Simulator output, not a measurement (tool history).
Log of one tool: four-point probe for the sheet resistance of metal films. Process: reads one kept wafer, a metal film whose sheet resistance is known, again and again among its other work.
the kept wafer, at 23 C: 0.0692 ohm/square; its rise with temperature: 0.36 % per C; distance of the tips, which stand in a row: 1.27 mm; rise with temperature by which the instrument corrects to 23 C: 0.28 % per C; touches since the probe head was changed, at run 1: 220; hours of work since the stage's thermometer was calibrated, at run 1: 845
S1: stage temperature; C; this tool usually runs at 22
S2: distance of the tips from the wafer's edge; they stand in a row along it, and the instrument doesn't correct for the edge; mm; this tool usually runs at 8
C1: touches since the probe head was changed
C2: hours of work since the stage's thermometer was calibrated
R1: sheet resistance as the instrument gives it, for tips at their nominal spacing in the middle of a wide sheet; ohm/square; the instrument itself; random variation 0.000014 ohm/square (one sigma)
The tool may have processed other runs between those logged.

run	hour	S1	S2	C1	C2	R1
1	0.0	22	8	220	845	0.070232
2	12.4	22	8	566	851	0.070234
3	26.5	22	8	956	857	0.070234
4	45.3	22	8	1481	866	0.070240
5	61.9	22	8	1941	874	0.070245
6	81.9	22	8	2497	883	0.070259
7	99.2	22	8	2979	891	0.070265
8	115.0	20	8	3419	898	0.070141
9	126.4	20	8	3737	903	0.070160
10	139.7	20	8	4105	909	0.070118
11	149.5	20	8	4379	914	0.070147
12	171.0	20	8	4978	924	0.070144
13	186.7	20	8	5412	931	0.070162
14	207.8	29	8	6001	941	0.070694
15	228.3	33	7	6571	950	0.071155
16	240.8	33	7	6917	956	0.071196
17	251.9	25	8	7228	961	0.070448
18	263.2	26	22	7540	966	0.069681
19	279.1	20	18	7985	973	0.069427
20	298.8	31	5	8531	982	0.072180
21	320.2	33	19	9128	992	0.070153
22	332.7	33	19	9476	998	0.070157
23	356.2	32	7	10130	1009	0.071149
24	375.2	23	16	10657	1018	0.069651
25	397.9	23	4	11289	1028	0.072971
26	409.7	19	18	11616	1033	0.069376

Each row is a separate what-if for the run after 26, all from the same tool condition, not one after another. Results?
A	431.0	24	8	12211	1043	?
B	431.0	33	62	12211	1043	?
C	431.0	23	18	12211	1043	?
D	431.0	18	18	12211	1043	?
E	431.0	22	65	12211	1043	?

run	R1
A	0.070425
B	0.069988
C	0.069615
D	0.069346
E	0.069396
Stripped of hidden state, with their random variation kept, the same runs would have yielded:
run	R1
A	0.070194
B	0.069758
C	0.069386
D	0.069119
E	0.069168
